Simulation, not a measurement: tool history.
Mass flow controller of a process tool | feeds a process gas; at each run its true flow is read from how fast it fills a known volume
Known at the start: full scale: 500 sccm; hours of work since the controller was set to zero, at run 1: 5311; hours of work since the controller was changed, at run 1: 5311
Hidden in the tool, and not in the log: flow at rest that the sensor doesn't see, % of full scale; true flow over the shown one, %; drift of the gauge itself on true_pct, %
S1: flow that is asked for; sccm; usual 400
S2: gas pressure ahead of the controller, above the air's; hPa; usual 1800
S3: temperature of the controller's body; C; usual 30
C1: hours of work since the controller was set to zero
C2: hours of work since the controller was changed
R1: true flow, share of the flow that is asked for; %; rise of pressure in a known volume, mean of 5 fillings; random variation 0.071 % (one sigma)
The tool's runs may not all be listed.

run	hour	S1	S2	S3	C1	C2	R1
1	0.0	400	1800	30	5311	5311	98.99
2	160.1	400	1800	30	5400	5400	99.10
3	318.5	400	1800	21	5488	5488	98.52
4	490.4	400	1800	21	5583	5583	98.54
5	666.8	400	1800	21	5681	5681	98.58
6	800.6	400	1800	21	5755	5755	98.40
7	924.4	400	1800	21	5824	5824	98.58
8	1074.6	400	1800	21	5907	5907	98.49
9	1351.1	400	1800	21	6060	6060	98.52
10	1479.7	400	1800	21	6131	6131	98.48
11	1614.0	400	1800	21	6206	6206	98.41
12	1829.5	400	1800	21	6325	6325	98.40
13	1985.8	286	1800	30	6412	6412	98.95
14	2182.7	71	1550	30	6521	6521	101.69
15	2327.8	215	1550	27	6601	6601	98.86
16	2482.6	215	1550	27	6687	6687	98.86
17	2652.0	53	2420	30	6781	6781	102.81
18	2831.0	53	1850	21	6880	6880	102.57
19	3068.1	53	1850	21	7012	7012	102.67
20	3327.5	53	1850	21	7155	7155	102.72
21	3566.6	197	2570	30	7288	7288	98.53
22	3740.1	197	2570	29	7384	7384	98.75
23	3859.3	400	2650	30	7450	7450	98.34
24	4029.1	148	2450	30	7544	7544	99.05
25	4198.2	148	2450	30	7638	7638	99.11

5 ways to go on from here, each from the tool as it stands after run 25. What would each give?
# hour 4328.8: controller's zero set anew
A	4355.7	477	1630	26	15	7725	?
# hour 4328.8: controller's zero set anew
B	4355.7	450	1480	21	15	7725	?
# hour 4328.8: controller's zero set anew
C	4355.7	60	2450	30	15	7725	?
# hour 4328.8: controller's zero set anew
D	4355.7	148	2450	25	15	7725	?
# hour 4328.8: controller's zero set anew
E	4355.7	148	2450	34	15	7725	?

run	R1
A	97.75
B	97.45
C	96.58
D	96.42
E	97.02
Without the tool's hidden state the same runs would have given:
run	R1
A	100.16
B	99.86
C	98.89
D	98.80
E	99.40
